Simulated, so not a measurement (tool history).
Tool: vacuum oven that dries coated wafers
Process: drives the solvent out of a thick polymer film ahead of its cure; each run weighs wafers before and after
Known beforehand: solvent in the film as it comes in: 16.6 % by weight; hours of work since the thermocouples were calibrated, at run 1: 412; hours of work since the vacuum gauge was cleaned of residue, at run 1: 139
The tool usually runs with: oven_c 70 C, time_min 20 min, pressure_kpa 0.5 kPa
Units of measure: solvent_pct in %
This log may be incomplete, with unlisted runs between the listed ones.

| run | hour | oven_c | time_min | pressure_kpa | hours of work since the thermocouples were calibrated | hours of work since the vacuum gauge was cleaned of residue | solvent_pct |
|---|---|---|---|---|---|---|---|
| 1 | 0 | 70 | 20 | 0.5 | 412 | 139 | 1.554 |
| 2 | 10.3 | 70 | 32 | 0.5 | 418 | 146 | 0.553 |
| 3 | 17 | 62 | 20 | 0.5 | 422 | 150 | 3.175 |
| 4 | 26.6 | 62 | 20 | 0.5 | 428 | 156 | 3.161 |
| 5 | 36.1 | 62 | 20 | 0.5 | 434 | 162 | 3.155 |
| 6 | 46.6 | 62 | 20 | 0.5 | 441 | 168 | 3.151 |
| 7 | 59.5 | 79 | 20 | 0.5 | 448 | 176 | 0.527 |
| 8 | 71.2 | 79 | 20 | 0.5 | 456 | 183 | 0.529 |
| 9 | 80.5 | 79 | 17 | 0.5 | 461 | 189 | 0.801 |
| 10 | 87.6 | 56 | 28 | 0.56 | 466 | 194 | 3.185 |
| 11 | 93.2 | 79 | 20 | 0.5 | 469 | 197 | 0.519 |
| 12 | 100.9 | 79 | 25 | 0.256 | 474 | 202 | 0.209 |
| 13 | 108.8 | 83 | 25 | 1.717 | 479 | 207 | 0.514 |
| 14 | 116.1 | 68 | 20 | 0.716 | 484 | 211 | 1.97 |
| 15 | 128.7 | 64 | 20 | 0.5 | 491 | 219 | 2.684 |
| 16 | 134.6 | 74 | 36 | 0.5 | 495 | 223 | 0.262 |
| 17 | 145 | 74 | 17 | 0.5 | 501 | 229 | 1.409 |

Consider 5 possible next runs. They are alternatives, not a sequence: every one starts from the tool as it was left by run 17. What does each give?
| A | 157.2 | 82 | 23 | 0.714 | 509 | 237 | ? |
| B | 157.2 | 65 | 11 | 0.5 | 509 | 237 | ? |
| C | 157.2 | 74 | 17 | 0.5 | 509 | 237 | ? |
| D | 157.2 | 74 | 20 | 0.5 | 509 | 237 | ? |
| E | 157.2 | 71 | 20 | 0.306 | 509 | 237 | ? |

| run | solvent_pct |
|---|---|
| A | 0.316 |
| B | 5.223 |
| C | 1.408 |
| D | 0.975 |
| E | 1.324 |
With the hidden condition removed and each run's random variation left untouched, the same runs would have given:
| run | solvent_pct |
|---|---|
| A | 0.316 |
| B | 5.222 |
| C | 1.407 |
| D | 0.974 |
| E | 1.323 |
